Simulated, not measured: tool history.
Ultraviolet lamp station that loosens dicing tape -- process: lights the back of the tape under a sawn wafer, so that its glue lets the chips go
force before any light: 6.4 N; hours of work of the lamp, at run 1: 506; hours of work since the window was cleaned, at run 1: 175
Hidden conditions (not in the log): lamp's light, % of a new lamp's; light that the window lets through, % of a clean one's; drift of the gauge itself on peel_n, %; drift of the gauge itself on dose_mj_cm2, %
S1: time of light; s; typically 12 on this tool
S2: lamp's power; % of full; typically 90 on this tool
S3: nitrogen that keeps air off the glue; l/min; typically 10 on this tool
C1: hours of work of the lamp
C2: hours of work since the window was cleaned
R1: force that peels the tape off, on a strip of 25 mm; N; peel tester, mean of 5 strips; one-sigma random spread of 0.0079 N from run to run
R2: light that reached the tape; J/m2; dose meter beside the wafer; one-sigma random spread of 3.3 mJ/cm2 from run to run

run	hour	S1	S2	S3	C1	C2	R1	R2
1	0.0	12	90	10	506	175	0.571	3900
2	56.6	12	90	10	537	207	0.619	3760
3	112.3	12	90	10	569	238	0.628	3680
# hour 124.8: window cleaned of glue's vapour
4	162.0	12	90	10	596	21	0.503	4230
5	239.8	12	90	10	640	64	0.553	3980
6	291.5	12	90	10	668	93	0.594	3820
7	358.5	10	90	10	706	131	0.872	3130
8	413.7	10	90	10	737	162	0.930	3040
9	466.4	12	90	10	766	191	0.710	3510
10	536.2	12	90	10	805	230	0.768	3330
# hour 565.4: window cleaned of glue's vapour
11	593.3	12	90	10	837	16	0.581	3910
12	669.7	12	90	10	880	58	0.619	3720
13	713.0	12	90	10	904	83	0.662	3670
14	747.8	12	90	10	923	102	0.706	3590
15	805.6	12	90	10	956	134	0.733	3500
16	873.4	7	90	10	994	172	1.868	1930
17	915.2	12	90	10	1017	196	0.868	3220
18	991.9	18	90	10	1060	238	0.400	4630
# hour 1009.2: window cleaned of glue's vapour
19	1070.9	18	90	10	1104	35	0.308	5260
20	1127.1	6	90	10	1135	66	2.113	1690
21	1208.7	12	90	10	1181	112	0.842	3240
22	1270.5	12	90	10	1215	146	0.894	3100
23	1340.4	12	90	10	1254	185	0.942	3030
# hour 1348.1: lamp changed
24	1419.3	12	90	10	40	229	0.433	4400
# hour 1452.7: window cleaned of glue's vapour
25	1493.4	12	90	10	81	23	0.345	4980
26	1558.8	12	90	10	118	59	0.354	4800
27	1609.3	10	67	5	146	88	1.386	2920
28	1643.1	12	67	9	165	106	0.766	3410
29	1693.9	12	67	9	193	135	0.850	3310
30	1734.1	9	68	4	216	157	1.901	2510
31	1785.3	6	84	9	244	186	1.812	1950
32	1849.7	6	84	9	280	222	1.845	1910
# hour 1892.3: window cleaned of glue's vapour
33	1903.8	6	84	9	310	6	1.654	2200
34	1953.6	6	84	9	338	34	1.708	2100
35	1996.2	8	90	16	362	58	0.774	3020
36	2074.7	8	90	16	406	102	0.858	2880
37	2120.9	12	69	10	432	128	0.848	3240
38	2168.8	8	79	10	458	155	1.349	2380
39	2213.1	8	79	10	483	179	1.416	2350
40	2289.6	8	79	10	526	222	1.529	2230
# hour 2329.4: window cleaned of glue's vapour
41	2329.4	12	69	3	548	0	1.457	3420
42	2403.5	18	89	16	589	41	0.171	6270
43	2454.7	18	89	16	618	70	0.181	6100

Each row is a separate what-if for the run after 43, all from the same tool condition, not one after another. Results?
A	2536.3	18	96	4	664	116	?	?
B	2536.3	15	82	7	664	116	?	?
C	2536.3	7	85	18	664	116	?	?

run	R1	R2
A	0.370	6380
B	0.530	4480
C	1.317	2140
Take away the tool's hidden state, keep each run's random variation, and the runs would have read:
run	R1	R2
A	0.211	8400
B	0.291	5900
C	0.823	2820

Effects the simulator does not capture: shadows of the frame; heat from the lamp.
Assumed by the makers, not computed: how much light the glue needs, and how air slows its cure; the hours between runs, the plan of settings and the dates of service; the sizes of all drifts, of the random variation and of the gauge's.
